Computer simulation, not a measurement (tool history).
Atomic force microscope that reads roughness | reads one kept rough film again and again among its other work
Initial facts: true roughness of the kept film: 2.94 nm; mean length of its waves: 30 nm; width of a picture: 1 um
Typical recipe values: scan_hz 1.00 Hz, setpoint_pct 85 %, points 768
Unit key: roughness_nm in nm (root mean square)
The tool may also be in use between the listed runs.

| run | hour | scan_hz | setpoint_pct | points | roughness_nm |
|---|---|---|---|---|---|
| 1 | 0.0 | 1.00 | 85 | 768 | 2.048 |
| 2 | 12.0 | 1.62 | 85 | 768 | 1.934 |
|  | 22.4 | new tip fitted |
| 3 | 27.9 | 1.62 | 85 | 768 | 2.426 |
| 4 | 45.0 | 1.00 | 85 | 298 | 2.374 |
| 5 | 57.4 | 1.00 | 69 | 768 | 2.399 |
| 6 | 77.5 | 1.00 | 69 | 768 | 2.298 |
| 7 | 97.2 | 1.00 | 74 | 768 | 2.192 |
| 8 | 116.1 | 1.00 | 74 | 768 | 2.104 |
| 9 | 125.4 | 1.00 | 74 | 768 | 2.074 |
| 10 | 139.8 | 1.00 | 63 | 768 | 2.041 |
|  | 148.5 | new tip fitted |
| 11 | 150.1 | 1.00 | 85 | 768 | 2.551 |
| 12 | 162.3 | 1.00 | 85 | 768 | 2.488 |
| 13 | 179.8 | 1.00 | 85 | 768 | 2.394 |
| 14 | 189.3 | 1.00 | 85 | 768 | 2.342 |
|  | 191.9 | height scale calibrated on a step standard |
| 15 | 207.6 | 1.00 | 85 | 768 | 2.243 |
| 16 | 218.3 | 1.00 | 59 | 768 | 2.274 |
| 17 | 236.8 | 1.00 | 85 | 768 | 2.124 |
| 18 | 256.7 | 1.00 | 77 | 768 | 2.057 |
|  | 268.2 | height scale calibrated on a step standard, once more |
|  | 276.2 | new tip fitted |
| 19 | 277.9 | 1.00 | 77 | 768 | 2.582 |
| 20 | 291.1 | 1.00 | 77 | 768 | 2.498 |
| 21 | 311.0 | 1.00 | 77 | 768 | 2.380 |
| 22 | 323.4 | 1.00 | 85 | 768 | 2.305 |
| 23 | 339.1 | 1.00 | 85 | 768 | 2.216 |
| 24 | 356.0 | 1.00 | 85 | 768 | 2.133 |
| 25 | 374.7 | 1.20 | 85 | 901 | 2.054 |
| 26 | 384.4 | 1.20 | 57 | 936 | 2.087 |
|  | 401.2 | new tip fitted |
| 27 | 404.4 | 2.71 | 57 | 936 | 2.573 |
| 28 | 413.6 | 2.71 | 57 | 936 | 2.527 |
| 29 | 431.2 | 2.69 | 59 | 936 | 2.446 |
| 30 | 444.0 | 2.87 | 67 | 425 | 2.296 |
| 31 | 453.0 | 2.87 | 67 | 425 | 2.262 |
| 32 | 470.7 | 1.00 | 86 | 859 | 2.191 |
| 33 | 482.4 | 1.00 | 77 | 553 | 2.161 |
| 34 | 499.9 | 1.67 | 81 | 544 | 2.029 |
| 35 | 512.8 | 1.00 | 76 | 768 | 2.032 |
| 36 | 521.1 | 2.06 | 80 | 382 | 1.906 |

The next listed run, before its measurement:
|  | 526.7 | new tip fitted |
| 37 | 534.8 | 2.06 | 84 | 334 | ? |

{"run 37": {"roughness_nm": 2.383}}
Had the tool carried no hidden state, the very same run would have given roughness_nm 2.445 nm (root mean square).

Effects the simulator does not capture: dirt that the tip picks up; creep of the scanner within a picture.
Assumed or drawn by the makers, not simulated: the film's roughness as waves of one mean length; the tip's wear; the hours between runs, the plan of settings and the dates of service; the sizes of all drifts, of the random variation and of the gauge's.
